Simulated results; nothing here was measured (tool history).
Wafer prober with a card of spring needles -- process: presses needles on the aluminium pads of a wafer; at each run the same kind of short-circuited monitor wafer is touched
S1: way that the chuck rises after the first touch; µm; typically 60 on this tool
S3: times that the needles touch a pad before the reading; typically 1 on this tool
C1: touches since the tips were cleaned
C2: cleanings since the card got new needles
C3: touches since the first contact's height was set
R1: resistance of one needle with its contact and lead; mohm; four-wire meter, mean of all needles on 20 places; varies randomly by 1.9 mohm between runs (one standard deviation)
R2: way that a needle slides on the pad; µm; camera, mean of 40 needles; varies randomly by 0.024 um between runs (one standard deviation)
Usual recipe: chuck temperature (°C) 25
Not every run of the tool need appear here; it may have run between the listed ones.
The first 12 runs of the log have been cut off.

{"run": 13, "hour": 76.7, "S1": 46, "chuck temperature (°C)": 25, "S3": 3, "C1": 2757, "C2": 27, "C3": 96540, "R1": 444, "R2": 8.28}
{"hour": 78.3, "done": "tips cleaned on abrasive film"}
{"run": 14, "hour": 84.5, "S1": 46, "chuck temperature (°C)": 25, "S3": 3, "C1": 2770, "C2": 28, "C3": 99937, "R1": 437, "R2": 8.32}
{"hour": 86.2, "done": "tips cleaned on abrasive film"}
{"run": 15, "hour": 91.6, "S1": 60, "chuck temperature (°C)": 90, "S3": 1, "C1": 2347, "C2": 29, "C3": 102989, "R1": 524, "R2": 10.92}
{"hour": 94.0, "done": "tips cleaned on abrasive film"}
{"run": 16, "hour": 100.7, "S1": 60, "chuck temperature (°C)": 90, "S3": 1, "C1": 2972, "C2": 30, "C3": 106981, "R1": 574, "R2": 10.9}
{"hour": 101.7, "done": "tips cleaned on abrasive film"}
{"run": 17, "hour": 107.0, "S1": 60, "chuck temperature (°C)": 25, "S3": 2, "C1": 2327, "C2": 31, "C3": 109689, "R1": 398, "R2": 10.87}
{"hour": 109.4, "done": "tips cleaned on abrasive film"}
{"run": 18, "hour": 114.3, "S1": 60, "chuck temperature (°C)": 105, "S3": 1, "C1": 2156, "C2": 32, "C3": 112868, "R1": 502, "R2": 10.92}
{"hour": 117.4, "done": "tips cleaned on abrasive film"}
{"run": 19, "hour": 122.7, "S1": 53, "chuck temperature (°C)": 25, "S3": 1, "C1": 2329, "C2": 33, "C3": 116535, "R1": 644, "R2": 9.55}
{"hour": 125.4, "done": "tips cleaned on abrasive film"}
{"run": 20, "hour": 130.8, "S1": 60, "chuck temperature (°C)": 53, "S3": 1, "C1": 2405, "C2": 34, "C3": 120060, "R1": 550, "R2": 10.85}
{"hour": 133.0, "done": "tips cleaned on abrasive film"}
{"run": 21, "hour": 139.8, "S1": 60, "chuck temperature (°C)": 53, "S3": 1, "C1": 2977, "C2": 35, "C3": 123973, "R1": 573, "R2": 10.84}
{"hour": 140.6, "done": "tips cleaned on abrasive film"}
{"hour": 148.5, "done": "tips cleaned on abrasive film"}
{"run": 22, "hour": 148.5, "S1": 58, "chuck temperature (°C)": 33, "S3": 3, "C1": 0, "C2": 37, "C3": 127700, "R1": 224, "R2": 10.44}
{"run": 23, "hour": 152.6, "S1": 58, "chuck temperature (°C)": 33, "S3": 3, "C1": 1830, "C2": 37, "C3": 129530, "R1": 315, "R2": 10.4}
{"hour": 156.7, "done": "tips cleaned on abrasive film"}
{"run": 24, "hour": 161.8, "S1": 43, "chuck temperature (°C)": 25, "S3": 1, "C1": 2263, "C2": 38, "C3": 133534, "R1": 898, "R2": 7.6}
{"hour": 164.3, "done": "tips cleaned on abrasive film"}
{"run": 25, "hour": 170.8, "S1": 71, "chuck temperature (°C)": 45, "S3": 2, "C1": 2852, "C2": 39, "C3": 137448, "R1": 384, "R2": 12.87}
{"hour": 172.5, "done": "tips cleaned on abrasive film"}
{"hour": 176.2, "done": "height of the first contact set anew"}
{"run": 26, "hour": 176.8, "S1": 49, "chuck temperature (°C)": 25, "S3": 1, "C1": 1773, "C2": 40, "C3": 261, "R1": 624, "R2": 9.16}
{"hour": 180.4, "done": "tips cleaned on abrasive film"}
{"run": 27, "hour": 181.0, "S1": 50, "chuck temperature (°C)": 26, "S3": 3, "C1": 236, "C2": 41, "C3": 2067, "R1": 245, "R2": 9.37}
{"run": 28, "hour": 186.9, "S1": 60, "chuck temperature (°C)": 121, "S3": 1, "C1": 2843, "C2": 41, "C3": 4674, "R1": 536, "R2": 11.21}
{"hour": 188.4, "done": "tips cleaned on abrasive film"}
{"run": 29, "hour": 195.2, "S1": 60, "chuck temperature (°C)": 35, "S3": 2, "C1": 2988, "C2": 42, "C3": 8284, "R1": 438, "R2": 11.2}
{"hour": 196.2, "done": "tips cleaned on abrasive film"}
{"run": 30, "hour": 201.7, "S1": 60, "chuck temperature (°C)": 35, "S3": 2, "C1": 2427, "C2": 43, "C3": 11109, "R1": 410, "R2": 11.24}
{"hour": 204.0, "done": "tips cleaned on abrasive film"}
{"run": 31, "hour": 207.6, "S1": 60, "chuck temperature (°C)": 36, "S3": 2, "C1": 1549, "C2": 44, "C3": 13648, "R1": 353, "R2": 11.19}
{"hour": 212.0, "done": "tips cleaned on abrasive film"}
{"run": 32, "hour": 213.4, "S1": 60, "chuck temperature (°C)": 36, "S3": 2, "C1": 586, "C2": 45, "C3": 16165, "R1": 278, "R2": 11.21}
{"hour": 220.0, "done": "tips cleaned on abrasive film"}
{"run": 33, "hour": 221.9, "S1": 60, "chuck temperature (°C)": 36, "S3": 2, "C1": 818, "C2": 46, "C3": 19860, "R1": 288, "R2": 11.2}

Each row is a separate what-if for the run after 33, all from the same tool condition, not one after another. Results?
{"hour": 228.0, "done": "tips cleaned on abrasive film"}
{"run": "A", "hour": 229.4, "S1": 75, "chuck temperature (°C)": 36, "S3": 2, "C1": 605, "C2": 47, "C3": 23124, "R1": "?", "R2": "?"}
{"hour": 228.0, "done": "tips cleaned on abrasive film"}
{"run": "B", "hour": 229.4, "S1": 69, "chuck temperature (°C)": 25, "S3": 1, "C1": 605, "C2": 47, "C3": 23124, "R1": "?", "R2": "?"}
{"hour": 228.0, "done": "tips cleaned on abrasive film"}
{"run": "C", "hour": 229.4, "S1": 60, "chuck temperature (°C)": 26, "S3": 2, "C1": 605, "C2": 47, "C3": 23124, "R1": "?", "R2": "?"}

run=A R1=259 R2=14.00
run=B R1=300 R2=12.83
run=C R1=283 R2=11.21
With the hidden condition removed and each run's random variation left untouched, the same runs would have given:
run=A R1=210 R2=14.09
run=B R1=206 R2=12.92
run=C R1=209 R2=11.29
